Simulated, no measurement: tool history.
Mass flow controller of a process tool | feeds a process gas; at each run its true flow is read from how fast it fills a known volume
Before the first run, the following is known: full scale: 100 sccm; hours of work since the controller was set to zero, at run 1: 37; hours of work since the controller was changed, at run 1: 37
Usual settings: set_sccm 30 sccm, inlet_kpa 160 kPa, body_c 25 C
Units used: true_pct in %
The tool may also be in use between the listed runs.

run     day  set_sccm  inlet_kpa  body_c  hours of work since the controller was set to zero  hours of work since the controller was changed  true_pct
  1   0.000        30        160      25                                                  37                                              37     98.91
  2   1.733        30        160      25                                                  59                                              59     99.03
  3   3.867        30        160      25                                                  87                                              87     99.13
  4   7.129        30        160      25                                                 129                                             129     99.23
  5  10.388        30        160      23                                                 171                                             171     99.09
  6  14.054        30        160      23                                                 218                                             218     99.26
  7  17.138        30        160      23                                                 258                                             258     99.27
  8  19.167        30        160      35                                                 284                                             284    100.35
  9  21.829        30        160      35                                                 319                                             319    100.37
 10  23.438        30        254      25                                                 340                                             340     99.13
 11  26.425        43        229      28                                                 378                                             378     99.97
 12  29.096        15        169      31                                                 413                                             413     99.98
 13  32.383        30        273      37                                                 455                                             455    100.38
 14  34.917        30        273      37                                                 488                                             488    100.56
 15  37.517        30        160      31                                                 521                                             521    100.40
 16  40.733        30        160      22                                                 563                                             563     99.86
 17  42.738        30        160      22                                                 589                                             589     99.92
 18  46.038        55        204      25                                                 631                                             631    100.71
 19  49.412        30        186      25                                                 675                                             675    100.17

For some of the steps in true_pct from one run to the next: how much would appear even if the tool had no hidden state, given the settings, what came in and random variation, and how much remains for the hidden state plus any gauge scatter that the measured result and the result without hidden state don't share?
Hidden state at play: flow at rest that the sensor doesn't see, % of full scale; true flow over the shown one, %; drift of the gauge itself on true_pct, %.
Run 5 -> 6: settings left as they were, no log entry in between. true_pct +0.17 %: hidden state +0.11, all else +0.06.
Run 9 -> 10: inlet_kpa 160 -> 254, body_c 35 -> 25. true_pct -1.24 %: hidden state +0.03, all else -1.27.
